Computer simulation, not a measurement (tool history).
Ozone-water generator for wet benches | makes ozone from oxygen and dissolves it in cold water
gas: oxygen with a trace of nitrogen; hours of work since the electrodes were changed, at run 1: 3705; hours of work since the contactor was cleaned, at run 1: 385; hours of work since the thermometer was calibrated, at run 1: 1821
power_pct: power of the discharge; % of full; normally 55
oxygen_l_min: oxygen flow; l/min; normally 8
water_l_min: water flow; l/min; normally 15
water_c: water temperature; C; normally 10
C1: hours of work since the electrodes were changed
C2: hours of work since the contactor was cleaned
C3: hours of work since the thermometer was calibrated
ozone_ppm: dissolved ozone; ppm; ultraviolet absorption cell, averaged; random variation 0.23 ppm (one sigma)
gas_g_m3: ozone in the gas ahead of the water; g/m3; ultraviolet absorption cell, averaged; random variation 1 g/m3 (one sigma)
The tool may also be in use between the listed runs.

run 1 hour=0 | power_pct=55 oxygen_l_min=8 water_l_min=15 water_c=10 | C1=3705 C2=385 C3=1821 | ozone_ppm=29.2 gas_g_m3=161.7
run 2 hour=167.1 | power_pct=55 oxygen_l_min=8 water_l_min=15 water_c=10 | C1=3860 C2=540 C3=1976 | ozone_ppm=28.8 gas_g_m3=160.5
run 3 hour=332 | power_pct=55 oxygen_l_min=8 water_l_min=14 water_c=10 | C1=4013 C2=693 C3=2128 | ozone_ppm=29.8 gas_g_m3=157.5
run 4 hour=483.6 | power_pct=55 oxygen_l_min=8 water_l_min=15 water_c=7 | C1=4153 C2=833 C3=2269 | ozone_ppm=29.8 gas_g_m3=156.3
run 5 hour=651.4 | power_pct=55 oxygen_l_min=8 water_l_min=15 water_c=7 | C1=4308 C2=988 C3=2424 | ozone_ppm=29.5 gas_g_m3=154.7
run 6 hour=855.5 | power_pct=50 oxygen_l_min=8 water_l_min=15 water_c=10 | C1=4497 C2=1177 C3=2613 | ozone_ppm=26.1 gas_g_m3=145.1
run 7 hour=992.5 | power_pct=50 oxygen_l_min=8 water_l_min=15 water_c=10 | C1=4624 C2=1304 C3=2740 | ozone_ppm=25.7 gas_g_m3=142
-- hour=1174.8 water thermometer calibrated
run 8 hour=1205.2 | power_pct=50 oxygen_l_min=8 water_l_min=15 water_c=10 | C1=4821 C2=1500 C3=28 | ozone_ppm=25.7 gas_g_m3=144
run 9 hour=1329.9 | power_pct=50 oxygen_l_min=8 water_l_min=15 water_c=10 | C1=4936 C2=1616 C3=144 | ozone_ppm=25.3 gas_g_m3=139.2
run 10 hour=1521 | power_pct=50 oxygen_l_min=8 water_l_min=15 water_c=10 | C1=5113 C2=1793 C3=320 | ozone_ppm=25.4 gas_g_m3=141.7
run 11 hour=1675.9 | power_pct=55 oxygen_l_min=6.91 water_l_min=15 water_c=10 | C1=5256 C2=1936 C3=464 | ozone_ppm=26.2 gas_g_m3=155.5
run 12 hour=1771 | power_pct=55 oxygen_l_min=6.91 water_l_min=15 water_c=10 | C1=5344 C2=2024 C3=552 | ozone_ppm=26 gas_g_m3=155.2
run 13 hour=1872.8 | power_pct=55 oxygen_l_min=6.91 water_l_min=15 water_c=10 | C1=5438 C2=2118 C3=646 | ozone_ppm=25.4 gas_g_m3=154.4
run 14 hour=1981.8 | power_pct=55 oxygen_l_min=6.91 water_l_min=15 water_c=10 | C1=5539 C2=2219 C3=747 | ozone_ppm=25.5 gas_g_m3=153.3
run 15 hour=2187 | power_pct=55 oxygen_l_min=8 water_l_min=15 water_c=10 | C1=5729 C2=2409 C3=937 | ozone_ppm=25.4 gas_g_m3=143.5
run 16 hour=2296.3 | power_pct=72 oxygen_l_min=8 water_l_min=15 water_c=10 | C1=5831 C2=2510 C3=1038 | ozone_ppm=30.4 gas_g_m3=172.6
run 17 hour=2443.4 | power_pct=62 oxygen_l_min=10.01 water_l_min=16 water_c=8 | C1=5967 C2=2647 C3=1174 | ozone_ppm=28.2 gas_g_m3=142.6
run 18 hour=2653.9 | power_pct=49 oxygen_l_min=7.65 water_l_min=15 water_c=10 | C1=6162 C2=2841 C3=1369 | ozone_ppm=23.1 gas_g_m3=133.6
run 19 hour=2787.6 | power_pct=49 oxygen_l_min=5.02 water_l_min=15 water_c=10 | C1=6285 C2=2965 C3=1493 | ozone_ppm=21.2 gas_g_m3=152.3
run 20 hour=2889.1 | power_pct=49 oxygen_l_min=5.02 water_l_min=15 water_c=10 | C1=6379 C2=3059 C3=1587 | ozone_ppm=21.4 gas_g_m3=152.8
run 21 hour=3097.1 | power_pct=55 oxygen_l_min=8 water_l_min=24 water_c=15 | C1=6572 C2=3252 C3=1779 | ozone_ppm=16.4 gas_g_m3=137.9
run 22 hour=3211.6 | power_pct=55 oxygen_l_min=5.06 water_l_min=15 water_c=5 | C1=6678 C2=3358 C3=1885 | ozone_ppm=24.3 gas_g_m3=160.9
-- hour=3332.5 electrodes of the discharge changed
run 23 hour=3333.3 | power_pct=55 oxygen_l_min=5.06 water_l_min=15 water_c=5 | C1=1 C2=3465 C3=1992 | ozone_ppm=32.1 gas_g_m3=212.1
run 24 hour=3449.6 | power_pct=55 oxygen_l_min=12.95 water_l_min=15 water_c=6 | C1=108 C2=3572 C3=2100 | ozone_ppm=35.8 gas_g_m3=156.2
run 25 hour=3620.5 | power_pct=89 oxygen_l_min=6.61 water_l_min=17 water_c=10 | C1=267 C2=3731 C3=2258 | ozone_ppm=42.8 gas_g_m3=294.2
run 26 hour=3762.4 | power_pct=78 oxygen_l_min=8.32 water_l_min=24 water_c=14 | C1=398 C2=3862 C3=2390 | ozone_ppm=29.4 gas_g_m3=241.3
run 27 hour=3937.9 | power_pct=99 oxygen_l_min=6.3 water_l_min=17 water_c=15 | C1=560 C2=4024 C3=2552 | ozone_ppm=42.6 gas_g_m3=323.1
run 28 hour=4041.2 | power_pct=55 oxygen_l_min=7.04 water_l_min=15 water_c=10 | C1=656 C2=4120 C3=2648 | ozone_ppm=30.7 gas_g_m3=186.3
run 29 hour=4233.4 | power_pct=50 oxygen_l_min=8 water_l_min=23 water_c=6 | C1=834 C2=4298 C3=2826 | ozone_ppm=22.4 gas_g_m3=163
-- hour=4320 water thermometer calibrated
run 30 hour=4371.1 | power_pct=95 oxygen_l_min=6.52 water_l_min=15 water_c=10 | C1=961 C2=4425 C3=47 | ozone_ppm=47.5 gas_g_m3=299.3
run 31 hour=4484 | power_pct=64 oxygen_l_min=4.71 water_l_min=19 water_c=10 | C1=1065 C2=4529 C3=152 | ozone_ppm=26.2 gas_g_m3=238.6
run 32 hour=4607.3 | power_pct=100 oxygen_l_min=10.5 water_l_min=9 water_c=17 | C1=1180 C2=4644 C3=266 | ozone_ppm=55 gas_g_m3=262.1

For some of the steps in ozone_ppm from one run to the next: how much would appear even if the tool had no hidden state, given the settings, what came in and random variation, and how much remains for the hidden state plus any gauge scatter that the measured result and the result without hidden state don't share?
Hidden state present: yield of the discharge, % of new electrodes'; contactor's efficiency, % of a clean one's; true water temperature over the reading, C; drift of the gauge itself on ozone_ppm, %; drift of the gauge itself on gas_g_m3, %.
Run 15 -> 16: power_pct 55 -> 72. ozone_ppm +5 ppm: hidden state -4.4, all else +9.4.
Run 22 -> 23: electrodes of the discharge changed. ozone_ppm +7.8 ppm: hidden state +8, all else -0.2.
Run 29 -> 30: power_pct 50 -> 95, oxygen_l_min 8 -> 6.52, water_l_min 23 -> 15, water_c 6 -> 10, water thermometer calibrated. ozone_ppm +25.1 ppm: hidden state -3.9, all else +29.
Run 30 -> 31: power_pct 95 -> 64, oxygen_l_min 6.52 -> 4.71, water_l_min 15 -> 19. ozone_ppm -21.3 ppm: hidden state +3, all else -24.3.
Run 31 -> 32: power_pct 64 -> 100, oxygen_l_min 4.71 -> 10.5, water_l_min 19 -> 9, water_c 10 -> 17. ozone_ppm +28.8 ppm: hidden state -4.6, all else +33.4.
